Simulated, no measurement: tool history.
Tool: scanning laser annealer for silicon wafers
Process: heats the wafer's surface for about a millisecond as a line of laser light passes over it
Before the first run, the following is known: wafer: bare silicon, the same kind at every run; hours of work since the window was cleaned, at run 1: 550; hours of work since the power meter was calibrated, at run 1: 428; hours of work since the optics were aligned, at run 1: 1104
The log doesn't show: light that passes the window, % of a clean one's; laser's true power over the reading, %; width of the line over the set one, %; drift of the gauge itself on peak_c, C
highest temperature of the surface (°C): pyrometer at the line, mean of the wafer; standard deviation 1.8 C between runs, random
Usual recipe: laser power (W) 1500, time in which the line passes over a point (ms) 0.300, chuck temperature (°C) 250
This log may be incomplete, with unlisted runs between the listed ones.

| run | hour | laser power (W) | time in which the line passes over a point (ms) | chuck temperature (°C) | hours of work since the window was cleaned | hours of work since the power meter was calibrated | hours of work since the optics were aligned | highest temperature of the surface (°C) |
|---|---|---|---|---|---|---|---|---|
| 1 | 0.0 | 1500 | 0.300 | 250 | 550 | 428 | 1104 | 957 |
| 2 | 14.6 | 1500 | 0.300 | 250 | 557 | 434 | 1111 | 960 |
| 3 | 37.3 | 1500 | 0.300 | 250 | 568 | 445 | 1122 | 956 |
| 4 | 54.2 | 1500 | 0.300 | 220 | 576 | 453 | 1130 | 926 |
| 5 | 68.8 | 1500 | 0.300 | 220 | 582 | 460 | 1137 | 928 |
| 6 | 81.8 | 1500 | 0.300 | 220 | 588 | 466 | 1143 | 926 |
| 7 | 94.8 | 1500 | 0.300 | 220 | 595 | 472 | 1149 | 928 |
| 8 | 104.4 | 1500 | 0.300 | 220 | 599 | 476 | 1153 | 925 |
| 9 | 126.7 | 1500 | 0.300 | 220 | 609 | 487 | 1164 | 926 |
| 10 | 144.3 | 1500 | 0.300 | 220 | 618 | 495 | 1172 | 926 |
|  | 156.3 | optics aligned, line set to its width |
| 11 | 160.1 | 1632 | 0.300 | 250 | 623 | 500 | 2 | 1046 |
| 12 | 172.9 | 1632 | 0.300 | 250 | 629 | 506 | 8 | 1046 |
| 13 | 191.2 | 1632 | 0.300 | 250 | 637 | 515 | 16 | 1046 |
| 14 | 206.8 | 1632 | 0.300 | 250 | 645 | 522 | 24 | 1045 |
| 15 | 220.7 | 1632 | 0.300 | 250 | 651 | 529 | 30 | 1044 |
| 16 | 242.2 | 1632 | 0.300 | 250 | 661 | 539 | 40 | 1047 |
| 17 | 253.3 | 1500 | 0.300 | 250 | 666 | 544 | 45 | 966 |
| 18 | 269.8 | 1599 | 0.300 | 250 | 674 | 551 | 53 | 1026 |
| 19 | 288.6 | 1599 | 0.300 | 250 | 683 | 560 | 62 | 1022 |
| 20 | 302.3 | 1599 | 0.300 | 250 | 689 | 567 | 68 | 1024 |
| 21 | 322.0 | 1459 | 0.239 | 216 | 698 | 576 | 77 | 831 |
| 22 | 342.1 | 1459 | 0.239 | 216 | 708 | 585 | 87 | 832 |
| 23 | 363.7 | 1499 | 0.300 | 211 | 718 | 595 | 97 | 926 |
| 24 | 373.7 | 1499 | 0.300 | 211 | 723 | 600 | 102 | 927 |
| 25 | 384.1 | 1499 | 0.300 | 211 | 727 | 605 | 107 | 928 |
| 26 | 396.8 | 1423 | 0.287 | 267 | 733 | 611 | 112 | 920 |
| 27 | 410.2 | 1397 | 0.312 | 260 | 740 | 617 | 119 | 926 |
| 28 | 424.4 | 1501 | 0.312 | 261 | 746 | 624 | 125 | 987 |
| 29 | 434.9 | 1501 | 0.312 | 261 | 751 | 629 | 130 | 987 |
| 30 | 445.6 | 1501 | 0.312 | 261 | 756 | 634 | 135 | 985 |
| 31 | 460.4 | 1395 | 0.252 | 264 | 763 | 641 | 142 | 862 |
| 32 | 473.2 | 1603 | 0.332 | 232 | 769 | 647 | 148 | 1044 |
| 33 | 493.5 | 1603 | 0.332 | 232 | 779 | 656 | 158 | 1044 |
| 34 | 504.2 | 1500 | 0.241 | 237 | 784 | 661 | 163 | 875 |
| 35 | 527.2 | 1550 | 0.274 | 247 | 794 | 672 | 173 | 958 |
| 36 | 542.0 | 1500 | 0.378 | 241 | 801 | 679 | 180 | 1039 |
| 37 | 559.7 | 1545 | 0.378 | 241 | 810 | 687 | 189 | 1070 |
| 38 | 575.1 | 1622 | 0.243 | 279 | 817 | 694 | 196 | 986 |
| 39 | 594.0 | 1635 | 0.323 | 257 | 826 | 703 | 205 | 1076 |
| 40 | 607.0 | 1635 | 0.323 | 257 | 832 | 709 | 211 | 1073 |

5 options for the next run, each taken on its own from the tool as it stands now. Forecast them:
| A | 623.2 | 1291 | 0.225 | 274 | 839 | 717 | 218 | ? |
| B | 623.2 | 1500 | 0.300 | 225 | 839 | 717 | 218 | ? |
| C | 623.2 | 1367 | 0.363 | 224 | 839 | 717 | 218 | ? |
| D | 623.2 | 1527 | 0.343 | 238 | 839 | 717 | 218 | ? |
| E | 623.2 | 1411 | 0.280 | 250 | 839 | 717 | 218 | ? |

| run | highest temperature of the surface (°C) |
|---|---|
| A | 784 |
| B | 935 |
| C | 915 |
| D | 1012 |
| E | 886 |
With no hidden state in the tool, these same runs would have given:
| run | highest temperature of the surface (°C) |
|---|---|
| A | 806 |
| B | 965 |
| C | 944 |
| D | 1045 |
| E | 913 |

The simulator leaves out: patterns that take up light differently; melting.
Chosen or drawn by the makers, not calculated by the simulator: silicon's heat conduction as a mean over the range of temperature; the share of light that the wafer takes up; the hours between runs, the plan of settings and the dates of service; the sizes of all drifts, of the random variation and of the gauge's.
